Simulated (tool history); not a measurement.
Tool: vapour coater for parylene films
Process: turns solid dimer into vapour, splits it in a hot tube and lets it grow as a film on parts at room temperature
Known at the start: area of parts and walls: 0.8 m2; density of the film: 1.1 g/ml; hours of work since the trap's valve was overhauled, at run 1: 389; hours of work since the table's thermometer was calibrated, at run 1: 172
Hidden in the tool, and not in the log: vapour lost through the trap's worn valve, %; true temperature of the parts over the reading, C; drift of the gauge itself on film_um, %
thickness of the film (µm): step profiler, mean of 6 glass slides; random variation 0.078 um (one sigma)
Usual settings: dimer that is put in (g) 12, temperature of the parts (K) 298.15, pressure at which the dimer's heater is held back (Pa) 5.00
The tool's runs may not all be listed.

| run | day | dimer that is put in (g) | temperature of the parts (K) | pressure at which the dimer's heater is held back (Pa) | hours of work since the trap's valve was overhauled | hours of work since the table's thermometer was calibrated | thickness of the film (µm) |
|---|---|---|---|---|---|---|---|
| 1 | 0.000 | 12 | 298.15 | 5.00 | 389 | 172 | 8.50 |
|  | 1.008 | trap's valve overhauled |
| 2 | 1.608 | 12 | 298.15 | 5.00 | 10 | 196 | 9.21 |
| 3 | 3.467 | 22 | 298.15 | 5.00 | 41 | 227 | 16.87 |
| 4 | 5.317 | 22 | 298.15 | 5.00 | 71 | 258 | 16.72 |
| 5 | 6.362 | 6 | 298.15 | 5.00 | 89 | 275 | 4.46 |
| 6 | 8.004 | 6 | 298.15 | 5.00 | 116 | 302 | 4.52 |
| 7 | 9.538 | 6 | 298.15 | 11.63 | 141 | 327 | 4.13 |
| 8 | 11.154 | 12 | 298.15 | 5.00 | 168 | 354 | 8.85 |
| 9 | 12.629 | 12 | 298.15 | 5.00 | 193 | 379 | 8.59 |
| 10 | 14.533 | 12 | 301.15 | 5.00 | 224 | 410 | 7.56 |
| 11 | 16.233 | 12 | 301.15 | 5.00 | 252 | 438 | 7.45 |
| 12 | 17.875 | 12 | 307.15 | 5.00 | 279 | 466 | 5.55 |
| 13 | 19.538 | 12 | 298.15 | 2.60 | 307 | 493 | 8.82 |
| 14 | 21.775 | 12 | 298.15 | 2.60 | 344 | 530 | 8.86 |
| 15 | 23.117 | 12 | 298.15 | 2.60 | 366 | 552 | 8.63 |
| 16 | 24.279 | 12 | 298.15 | 4.46 | 386 | 572 | 8.20 |
|  | 25.612 | trap's valve overhauled |
| 17 | 25.729 | 12 | 298.15 | 4.46 | 2 | 593 | 9.26 |
| 18 | 27.583 | 12 | 298.15 | 4.46 | 33 | 624 | 9.25 |
| 19 | 29.621 | 12 | 298.15 | 4.46 | 66 | 657 | 9.06 |
| 20 | 31.479 | 5 | 294.15 | 6.55 | 97 | 688 | 4.44 |
| 21 | 33.808 | 16 | 298.15 | 5.00 | 136 | 727 | 11.80 |
| 22 | 34.929 | 12 | 296.15 | 2.31 | 154 | 745 | 10.25 |
| 23 | 36.375 | 10 | 306.15 | 8.58 | 178 | 769 | 4.86 |
| 24 | 38.617 | 10 | 306.15 | 8.58 | 215 | 807 | 4.85 |
| 25 | 40.779 | 10 | 306.15 | 8.58 | 251 | 842 | 4.80 |
| 26 | 43.100 | 5 | 293.15 | 5.00 | 290 | 881 | 4.41 |
| 27 | 44.962 | 5 | 293.15 | 5.00 | 321 | 912 | 4.38 |
| 28 | 46.371 | 7 | 299.15 | 2.06 | 344 | 935 | 4.90 |
| 29 | 48.000 | 12 | 300.15 | 5.00 | 371 | 962 | 7.44 |
| 30 | 49.150 | 12 | 299.15 | 9.84 | 390 | 981 | 7.56 |
|  | 50.104 | trap's valve overhauled |
| 31 | 51.362 | 9 | 295.15 | 6.25 | 21 | 1015 | 7.72 |
| 32 | 52.962 | 10 | 298.15 | 5.00 | 47 | 1041 | 7.54 |
| 33 | 54.921 | 10 | 298.15 | 5.00 | 80 | 1074 | 7.52 |
| 34 | 56.496 | 10 | 298.15 | 5.00 | 106 | 1100 | 7.55 |
| 35 | 58.008 | 9 | 298.15 | 7.77 | 131 | 1125 | 6.41 |
| 36 | 59.925 | 12 | 291.15 | 5.00 | 163 | 1157 | 12.04 |
| 37 | 61.842 | 19 | 298.15 | 4.45 | 194 | 1189 | 13.87 |

Forecast each of these 3 alternatives for the next run:
| A | 63.458 | 8 | 304.15 | 9.05 | 221 | 1215 | ? |
| B | 63.458 | 10 | 308.15 | 6.28 | 221 | 1215 | ? |
| C | 63.458 | 6 | 295.15 | 3.83 | 221 | 1215 | ? |

| run | thickness of the film (µm) |
|---|---|
| A | 4.18 |
| B | 4.52 |
| C | 5.00 |
Without the tool's hidden state the same runs would have given:
| run | thickness of the film (µm) |
|---|---|
| A | 4.59 |
| B | 4.96 |
| C | 5.49 |

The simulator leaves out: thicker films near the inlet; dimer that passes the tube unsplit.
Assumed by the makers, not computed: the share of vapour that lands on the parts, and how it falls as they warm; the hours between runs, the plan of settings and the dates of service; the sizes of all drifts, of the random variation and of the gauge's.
